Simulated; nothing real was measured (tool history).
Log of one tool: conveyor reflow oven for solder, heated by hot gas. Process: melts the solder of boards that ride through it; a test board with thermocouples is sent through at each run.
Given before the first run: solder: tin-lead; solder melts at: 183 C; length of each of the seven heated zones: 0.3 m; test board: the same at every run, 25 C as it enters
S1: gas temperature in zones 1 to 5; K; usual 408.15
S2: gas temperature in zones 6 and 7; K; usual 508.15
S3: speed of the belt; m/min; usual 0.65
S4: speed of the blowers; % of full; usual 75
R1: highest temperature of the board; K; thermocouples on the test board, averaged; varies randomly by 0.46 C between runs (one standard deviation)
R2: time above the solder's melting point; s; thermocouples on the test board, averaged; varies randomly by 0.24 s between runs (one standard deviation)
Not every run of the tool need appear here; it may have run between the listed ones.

run	hour	S1	S2	S3	S4	R1	R2
1	0	408.15	508.15	0.65	75	494.15	43.2
2	5.3	408.15	508.15	0.65	75	494.55	43.7
3	10.8	408.15	508.15	0.65	75	494.25	43.7
4	16.8	408.15	508.15	0.65	75	495.15	43.4
5	23.6	408.15	498.15	0.65	75	485.75	39
6	30.3	408.15	498.15	0.65	75	485.35	38.9
7	36.7	408.15	498.15	0.65	75	485.95	39.4
8	41.8	408.15	498.15	0.65	75	485.55	38.1
9	50.1	408.15	498.15	0.65	51	477.45	30.8
10	58.2	408.15	498.15	0.65	51	478.05	31
11	62.1	408.15	498.15	0.65	51	478.35	31
12	69	411.15	508.15	0.65	75	494.55	44.4
13	76.5	408.15	508.15	0.65	63	491.25	40.6
14	84.7	408.15	508.15	0.743	63	485.75	32.9
15	91.9	417.15	508.15	0.65	75	496.05	46.3
16	97.1	408.15	508.15	0.67	75	493.95	41.3
17	109.8	408.15	508.15	0.67	75	493.75	41.6
18	115.2	395.15	508.15	0.542	89	501.55	53.7
19	121.6	395.15	508.15	0.542	53	491.15	45.8
20	125.7	395.15	508.15	0.542	53	491.65	45.9
21	129.8	395.15	508.15	0.542	53	490.95	46
22	133.9	399.15	508.15	0.553	75	498.75	51.1
23	139.3	399.15	508.15	0.553	75	498.55	51.5
24	144.3	412.15	508.15	0.553	81	500.15	55.6
25	152.3	408.15	508.15	0.65	61	490.55	40.4
26	156.4	408.15	508.15	0.65	61	490.45	40.3
27	162.2	408.15	506.15	0.586	66	494.35	47.4
28	170	408.15	506.15	0.586	66	493.25	47.5
29	177.2	414.15	506.15	0.586	66	493.85	49.9
30	185.1	408.15	522.15	0.65	75	507.25	48.2

Taken out of this log: 1 entry between the listed runs. Where each belongs, and how the hidden state differs across it:
In the gap between runs 16 and 17: flux residue cleaned out of gas plates and filters (hour 105.4)
  heat that the gas passes to the board, % of a clean oven's: 99.2 -> 100

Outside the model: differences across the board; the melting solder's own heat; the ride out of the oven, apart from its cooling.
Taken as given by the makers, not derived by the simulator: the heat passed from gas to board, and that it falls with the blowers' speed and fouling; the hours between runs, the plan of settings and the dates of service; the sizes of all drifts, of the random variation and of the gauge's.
